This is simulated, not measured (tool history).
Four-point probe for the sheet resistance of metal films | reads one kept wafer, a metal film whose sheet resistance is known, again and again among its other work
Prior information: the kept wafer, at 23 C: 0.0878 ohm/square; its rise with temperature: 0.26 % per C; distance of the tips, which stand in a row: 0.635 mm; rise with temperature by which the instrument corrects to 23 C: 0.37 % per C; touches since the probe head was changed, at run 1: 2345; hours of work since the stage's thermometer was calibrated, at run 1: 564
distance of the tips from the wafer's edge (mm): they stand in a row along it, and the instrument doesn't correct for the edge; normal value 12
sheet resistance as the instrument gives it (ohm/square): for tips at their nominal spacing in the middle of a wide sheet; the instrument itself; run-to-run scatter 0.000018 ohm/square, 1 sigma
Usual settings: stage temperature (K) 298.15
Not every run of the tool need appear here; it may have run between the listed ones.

run	hour	stage temperature (K)	distance of the tips from the wafer's edge (mm)	touches since the probe head was changed	hours of work since the stage's thermometer was calibrated	sheet resistance as the instrument gives it (ohm/square)
1	0.0	298.15	12	2345	564	0.087563
2	8.1	298.15	12	2603	569	0.087601
3	21.2	298.15	12	3022	577	0.087594
4	35.7	298.15	40	3486	586	0.087484
5	45.7	298.15	53	3803	592	0.087451
6	58.3	298.15	53	4206	600	0.087485
7	69.1	298.15	53	4551	606	0.087470
8	78.7	298.15	53	4859	612	0.087438
9	93.5	298.15	12	5330	621	0.087572
10	112.7	298.15	12	5944	633	0.087579
11	122.0	298.15	12	6241	639	0.087586
12	133.4	298.15	8	6606	646	0.087715
13	152.8	298.15	8	7223	658	0.087714
14	169.3	303.15	47	7751	668	0.086999
15	177.5	303.15	47	8013	673	0.086984
16	193.2	295.15	26	8514	682	0.087747
17	202.6	295.15	26	8815	688	0.087753
18	215.6	292.15	34	9230	696	0.087988
19	223.6	299.15	72	9485	701	0.087326
20	237.5	298.15	12	9929	710	0.087534
21	248.8	297.15	15	10290	717	0.087575
22	259.6	305.15	62	10634	723	0.086794
23	277.4	297.15	67	11202	734	0.087509
24	289.7	293.15	18	11595	742	0.087961
25	305.5	301.15	36	12100	751	0.087123
26	314.3	304.15	3	12382	757	0.088893

Below, some changes in sheet resistance as the instrument gives it (ohm/square) between adjacent runs. For each, the amount present without the hidden state too (settings, incoming material, random variation) and the amount remaining for the hidden state with gauge scatter not shared by both compared results:
What the log doesn't record here: inner tips' distance over the nominal, %; tips' flats over new ones', %; wafer's true temperature over the reading, C; drift of the gauge itself on sheet_ohm, %.
Run 15 -> 16: stage temperature (K) 303.15 -> 295.15, distance of the tips from the wafer's edge (mm) 47 -> 26. sheet resistance as the instrument gives it (ohm/square) +0.000763: hidden state -0.000006, all else +0.000769.
Run 22 -> 23: stage temperature (K) 305.15 -> 297.15, distance of the tips from the wafer's edge (mm) 62 -> 67. sheet resistance as the instrument gives it (ohm/square) +0.000715: hidden state -0.000007, all else +0.000722.
Run 24 -> 25: stage temperature (K) 293.15 -> 301.15, distance of the tips from the wafer's edge (mm) 18 -> 36. sheet resistance as the instrument gives it (ohm/square) -0.000838: hidden state +0.000000, all else -0.000838.
Run 25 -> 26: stage temperature (K) 301.15 -> 304.15, distance of the tips from the wafer's edge (mm) 36 -> 3. sheet resistance as the instrument gives it (ohm/square) +0.001770: hidden state -0.000006, all else +0.001776.
